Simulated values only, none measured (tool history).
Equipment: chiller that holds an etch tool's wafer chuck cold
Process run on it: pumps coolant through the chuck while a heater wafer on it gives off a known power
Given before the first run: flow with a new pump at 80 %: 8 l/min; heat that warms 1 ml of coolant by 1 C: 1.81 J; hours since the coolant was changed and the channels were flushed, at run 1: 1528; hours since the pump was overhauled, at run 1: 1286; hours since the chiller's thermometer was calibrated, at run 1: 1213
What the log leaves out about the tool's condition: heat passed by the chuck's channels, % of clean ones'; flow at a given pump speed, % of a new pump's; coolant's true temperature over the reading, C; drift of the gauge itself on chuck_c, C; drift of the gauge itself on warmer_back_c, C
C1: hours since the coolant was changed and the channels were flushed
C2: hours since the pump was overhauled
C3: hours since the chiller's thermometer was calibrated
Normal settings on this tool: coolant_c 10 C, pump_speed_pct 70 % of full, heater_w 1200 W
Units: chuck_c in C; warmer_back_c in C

{"run": 1, "hour": 0.0, "coolant_c": 10, "pump_speed_pct": 70, "heater_w": 1200, "C1": 1528, "C2": 1286, "C3": 1213, "chuck_c": 20.7, "warmer_back_c": 5.66}
{"run": 2, "hour": 77.6, "coolant_c": 10, "pump_speed_pct": 70, "heater_w": 1257, "C1": 1605, "C2": 1364, "C3": 1291, "chuck_c": 21.1, "warmer_back_c": 5.89}
{"run": 3, "hour": 124.4, "coolant_c": 10, "pump_speed_pct": 70, "heater_w": 1257, "C1": 1652, "C2": 1410, "C3": 1337, "chuck_c": 21.1, "warmer_back_c": 6.0}
{"run": 4, "hour": 179.5, "coolant_c": 10, "pump_speed_pct": 70, "heater_w": 1200, "C1": 1707, "C2": 1465, "C3": 1393, "chuck_c": 20.5, "warmer_back_c": 5.68}
{"run": 5, "hour": 227.6, "coolant_c": 10, "pump_speed_pct": 70, "heater_w": 1200, "C1": 1755, "C2": 1514, "C3": 1441, "chuck_c": 20.6, "warmer_back_c": 5.67}
{"run": 6, "hour": 279.0, "coolant_c": 10, "pump_speed_pct": 70, "heater_w": 1200, "C1": 1807, "C2": 1565, "C3": 1492, "chuck_c": 20.6, "warmer_back_c": 5.62}
{"run": 7, "hour": 354.0, "coolant_c": 10, "pump_speed_pct": 70, "heater_w": 1200, "C1": 1882, "C2": 1640, "C3": 1567, "chuck_c": 20.6, "warmer_back_c": 5.61}
{"run": 8, "hour": 427.5, "coolant_c": 10, "pump_speed_pct": 70, "heater_w": 1200, "C1": 1955, "C2": 1713, "C3": 1641, "chuck_c": 20.8, "warmer_back_c": 5.59}
{"run": 9, "hour": 488.4, "coolant_c": 10, "pump_speed_pct": 70, "heater_w": 1200, "C1": 2016, "C2": 1774, "C3": 1701, "chuck_c": 20.7, "warmer_back_c": 5.68}
{"run": 10, "hour": 536.5, "coolant_c": 10, "pump_speed_pct": 70, "heater_w": 1200, "C1": 2064, "C2": 1822, "C3": 1750, "chuck_c": 20.5, "warmer_back_c": 5.67}
{"run": 11, "hour": 616.0, "coolant_c": 10, "pump_speed_pct": 70, "heater_w": 1200, "C1": 2144, "C2": 1902, "C3": 1829, "chuck_c": 20.6, "warmer_back_c": 5.67}
{"run": 12, "hour": 682.4, "coolant_c": 10, "pump_speed_pct": 70, "heater_w": 1200, "C1": 2210, "C2": 1968, "C3": 1895, "chuck_c": 20.6, "warmer_back_c": 5.71}
{"run": 13, "hour": 722.4, "coolant_c": 10, "pump_speed_pct": 66, "heater_w": 1200, "C1": 2250, "C2": 2008, "C3": 1935, "chuck_c": 21.3, "warmer_back_c": 6.05}
{"run": 14, "hour": 802.6, "coolant_c": 10, "pump_speed_pct": 66, "heater_w": 1200, "C1": 2330, "C2": 2089, "C3": 2016, "chuck_c": 21.1, "warmer_back_c": 6.03}
{"run": 15, "hour": 866.4, "coolant_c": 10, "pump_speed_pct": 66, "heater_w": 1200, "C1": 2394, "C2": 2152, "C3": 2080, "chuck_c": 21.0, "warmer_back_c": 5.94}
{"hour": 920.4, "done": "chiller's thermometer calibrated"}
{"run": 16, "hour": 939.4, "coolant_c": 10, "pump_speed_pct": 66, "heater_w": 1200, "C1": 2466, "C2": 2224, "C3": 19, "chuck_c": 21.3, "warmer_back_c": 6.03}
{"run": 17, "hour": 986.7, "coolant_c": 10, "pump_speed_pct": 66, "heater_w": 1200, "C1": 2513, "C2": 2272, "C3": 66, "chuck_c": 21.2, "warmer_back_c": 5.98}
{"run": 18, "hour": 1067.9, "coolant_c": 10, "pump_speed_pct": 66, "heater_w": 1200, "C1": 2595, "C2": 2353, "C3": 147, "chuck_c": 21.0, "warmer_back_c": 6.01}
{"run": 19, "hour": 1133.2, "coolant_c": 10, "pump_speed_pct": 66, "heater_w": 1200, "C1": 2660, "C2": 2418, "C3": 213, "chuck_c": 21.1, "warmer_back_c": 6.03}
{"run": 20, "hour": 1186.2, "coolant_c": 10, "pump_speed_pct": 66, "heater_w": 1200, "C1": 2713, "C2": 2471, "C3": 266, "chuck_c": 21.0, "warmer_back_c": 6.03}
{"run": 21, "hour": 1275.6, "coolant_c": 10, "pump_speed_pct": 66, "heater_w": 1200, "C1": 2802, "C2": 2561, "C3": 355, "chuck_c": 21.0, "warmer_back_c": 6.05}
{"run": 22, "hour": 1342.7, "coolant_c": 10, "pump_speed_pct": 66, "heater_w": 1200, "C1": 2869, "C2": 2628, "C3": 422, "chuck_c": 21.3, "warmer_back_c": 6.03}

Forecast run 23:
{"run": 23, "hour": 1419.0, "coolant_c": 18, "pump_speed_pct": 91, "heater_w": 888, "C1": 2946, "C2": 2704, "C3": 499, "chuck_c": "?", "warmer_back_c": "?"}

{"run 23": {"chuck_c": 24.2, "warmer_back_c": 3.21}}
On a tool with no hidden condition, and with the same random variation, this run would have come out at chuck_c 24.2 C, warmer_back_c 3.21 C.

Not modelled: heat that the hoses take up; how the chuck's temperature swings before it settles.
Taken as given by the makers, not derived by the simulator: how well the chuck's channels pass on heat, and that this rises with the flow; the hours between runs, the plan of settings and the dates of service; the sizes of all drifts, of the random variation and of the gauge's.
